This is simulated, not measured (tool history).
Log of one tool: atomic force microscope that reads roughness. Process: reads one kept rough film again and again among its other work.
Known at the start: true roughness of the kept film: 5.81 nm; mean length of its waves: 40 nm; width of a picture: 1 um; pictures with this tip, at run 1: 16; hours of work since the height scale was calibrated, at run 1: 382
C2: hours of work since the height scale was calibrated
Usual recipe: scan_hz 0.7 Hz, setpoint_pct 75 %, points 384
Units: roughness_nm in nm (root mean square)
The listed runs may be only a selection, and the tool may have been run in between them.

Run 1, hour 0: usual settings; pictures with this tip 16; C2 382. Result: roughness_nm 5.128 nm (root mean square).
Run 2, hour 12.3: usual settings; pictures with this tip 36; C2 391. Result: roughness_nm 4.94 nm (root mean square).
Run 3, hour 26: usual settings but scan_hz 2.841 Hz; pictures with this tip 59; C2 401. Result: roughness_nm 4.414 nm (root mean square).
Run 4, hour 40.3: usual settings but scan_hz 1.124 Hz; pictures with this tip 83; C2 411. Result: roughness_nm 4.533 nm (root mean square).
At hour 51: new tip fitted.
Run 5, hour 51: usual settings but setpoint_pct 69 %; pictures with this tip 0; C2 418. Result: roughness_nm 5.286 nm (root mean square).
Run 6, hour 66: usual settings but setpoint_pct 69 %; pictures with this tip 25; C2 428. Result: roughness_nm 5.026 nm (root mean square).
Run 7, hour 75.3: usual settings but setpoint_pct 69 %; pictures with this tip 40; C2 435. Result: roughness_nm 4.945 nm (root mean square).
Run 8, hour 90.9: usual settings but setpoint_pct 69 %; pictures with this tip 66; C2 446. Result: roughness_nm 4.764 nm (root mean square).
Run 9, hour 107.9: usual settings but setpoint_pct 69 %; pictures with this tip 94; C2 458. Result: roughness_nm 4.625 nm (root mean square).
At hour 112.1: new tip fitted.
Run 10, hour 115.6: usual settings but setpoint_pct 77 %; pictures with this tip 5; C2 463. Result: roughness_nm 5.145 nm (root mean square).
Run 11, hour 123.7: usual settings but setpoint_pct 77 %; pictures with this tip 19; C2 468. Result: roughness_nm 5.061 nm (root mean square).
Run 12, hour 131.8: usual settings but scan_hz 3.012 Hz; pictures with this tip 32; C2 474. Result: roughness_nm 4.563 nm (root mean square).
Run 13, hour 143.9: usual settings but points 304; pictures with this tip 53; C2 482. Result: roughness_nm 4.854 nm (root mean square).
Run 14, hour 153.9: usual settings; pictures with this tip 69; C2 489. Result: roughness_nm 4.743 nm (root mean square).
Run 15, hour 170.9: usual settings; pictures with this tip 97; C2 501. Result: roughness_nm 4.608 nm (root mean square).
At hour 173: new tip fitted.
Run 16, hour 178.8: usual settings; pictures with this tip 10; C2 507. Result: roughness_nm 5.113 nm (root mean square).
Run 17, hour 191: usual settings but scan_hz 0.67 Hz; pictures with this tip 30; C2 515. Result: roughness_nm 4.98 nm (root mean square).
Run 18, hour 204.4: usual settings but scan_hz 0.67 Hz; pictures with this tip 52; C2 525. Result: roughness_nm 4.829 nm (root mean square).
Run 19, hour 214.3: usual settings but scan_hz 0.67 Hz; pictures with this tip 69; C2 531. Result: roughness_nm 4.739 nm (root mean square).
Run 20, hour 231.4: usual settings but scan_hz 0.67 Hz; pictures with this tip 97; C2 543. Result: roughness_nm 4.558 nm (root mean square).
At hour 234.2: new tip fitted.
Run 21, hour 248.8: usual settings but scan_hz 3.679 Hz; pictures with this tip 25; C2 555. Result: roughness_nm 4.51 nm (root mean square).
Run 22, hour 264: usual settings but scan_hz 3.679 Hz; pictures with this tip 50; C2 566. Result: roughness_nm 4.306 nm (root mean square).
Run 23, hour 273.7: usual settings but scan_hz 3.679 Hz; pictures with this tip 66; C2 573. Result: roughness_nm 4.228 nm (root mean square).
Run 24, hour 286.4: usual settings; pictures with this tip 87; C2 582. Result: roughness_nm 4.6 nm (root mean square).
At hour 294.4: new tip fitted.
Run 25, hour 295.4: usual settings but scan_hz 1.588 Hz, setpoint_pct 57 %; pictures with this tip 1; C2 588. Result: roughness_nm 5.235 nm (root mean square).
Run 26, hour 304.8: usual settings but setpoint_pct 59 %, points 349; pictures with this tip 17; C2 594. Result: roughness_nm 5.131 nm (root mean square).
Run 27, hour 312.5: usual settings but scan_hz 2.746 Hz, setpoint_pct 59 %, points 275; pictures with this tip 30; C2 600. Result: roughness_nm 4.89 nm (root mean square).
Run 28, hour 320: usual settings but scan_hz 2.746 Hz, setpoint_pct 59 %, points 269; pictures with this tip 42; C2 605. Result: roughness_nm 4.808 nm (root mean square).
Run 29, hour 332.2: usual settings but scan_hz 2.746 Hz, setpoint_pct 59 %, points 269; pictures with this tip 63; C2 613. Result: roughness_nm 4.662 nm (root mean square).
Run 30, hour 346.3: usual settings but scan_hz 2.838 Hz, setpoint_pct 83 %, points 272; pictures with this tip 86; C2 623. Result: roughness_nm 3.982 nm (root mean square).
At hour 354.9: new tip fitted.
Run 31, hour 363.7: usual settings but scan_hz 2.838 Hz, setpoint_pct 83 %, points 272; pictures with this tip 14; C2 635. Result: roughness_nm 4.454 nm (root mean square).
Run 32, hour 380.6: usual settings but scan_hz 3.003 Hz, setpoint_pct 89 %, points 302; pictures with this tip 42; C2 647. Result: roughness_nm 4.002 nm (root mean square).
Run 33, hour 394.4: usual settings but scan_hz 1.462 Hz, points 545; pictures with this tip 65; C2 657. Result: roughness_nm 4.59 nm (root mean square).
Run 34, hour 407: usual settings but scan_hz 0.503 Hz, setpoint_pct 84 %, points 355; pictures with this tip 86; C2 665. Result: roughness_nm 4.602 nm (root mean square).
At hour 415.5: new tip fitted.
Run 35, hour 416.3: usual settings but scan_hz 0.503 Hz, setpoint_pct 84 %, points 396; pictures with this tip 1; C2 672. Result: roughness_nm 5.235 nm (root mean square).
Run 36, hour 430: usual settings but scan_hz 0.913 Hz, setpoint_pct 55 %, points 619; pictures with this tip 24; C2 681. Result: roughness_nm 5.17 nm (root mean square).
Run 37, hour 444: usual settings but scan_hz 0.74 Hz, setpoint_pct 80 %, points 928; pictures with this tip 47; C2 691. Result: roughness_nm 4.887 nm (root mean square).
Run 38, hour 459.3: usual settings but scan_hz 0.74 Hz, setpoint_pct 80 %, points 928; pictures with this tip 73; C2 702. Result: roughness_nm 4.734 nm (root mean square).
Run 39, hour 470.6: usual settings but scan_hz 0.58 Hz, setpoint_pct 86 %, points 359; pictures with this tip 91; C2 710. Result: roughness_nm 4.537 nm (root mean square).
At hour 476.9: new tip fitted.
Run 40, hour 478.2: usual settings but scan_hz 2.272 Hz, points 517; pictures with this tip 2; C2 715. Result: roughness_nm 4.879 nm (root mean square).
Run 41, hour 487: usual settings but scan_hz 2.57 Hz; pictures with this tip 17; C2 721. Result: roughness_nm 4.709 nm (root mean square).
Run 42, hour 498.5: usual settings but scan_hz 2.57 Hz; pictures with this tip 36; C2 729. Result: roughness_nm 4.571 nm (root mean square).
Run 43, hour 508.9: usual settings but setpoint_pct 84 %, points 464; pictures with this tip 53; C2 736. Result: roughness_nm 4.731 nm (root mean square).
Run 44, hour 521.8: usual settings but scan_hz 2.503 Hz, setpoint_pct 85 %, points 527; pictures with this tip 75; C2 745. Result: roughness_nm 4.096 nm (root mean square).
Run 45, hour 529.6: usual settings but setpoint_pct 89 %, points 503; pictures with this tip 88; C2 751. Result: roughness_nm 4.43 nm (root mean square).
At hour 538.5: new tip fitted.
Run 46, hour 545.1: usual settings but scan_hz 1.216 Hz, setpoint_pct 72 %, points 383; pictures with this tip 11; C2 761. Result: roughness_nm 5.058 nm (root mean square).
Run 47, hour 560: usual settings but scan_hz 2.675 Hz, setpoint_pct 55 %, points 317; pictures with this tip 36; C2 772. Result: roughness_nm 4.952 nm (root mean square).

Consider 3 possible next runs. They are alternatives, not a sequence: every one starts from the tool as it was left by run 47. What does each give?
Run A, hour 572.7: usual settings but scan_hz 2.675 Hz, setpoint_pct 55 %, points 1000; pictures with this tip 57; C2 781. Result: roughness_nm ?.
Run B, hour 572.7: usual settings but setpoint_pct 66 %; pictures with this tip 57; C2 781. Result: roughness_nm ?.
Run C, hour 572.7: usual settings but scan_hz 3.76 Hz, setpoint_pct 55 %, points 518; pictures with this tip 57; C2 781. Result: roughness_nm ?.

run  roughness_nm
  A          4.82
  B         4.854
  C          4.73
With no hidden state in the tool, these same runs would have given:
run  roughness_nm
  A         5.253
  B          5.29
  C         5.156
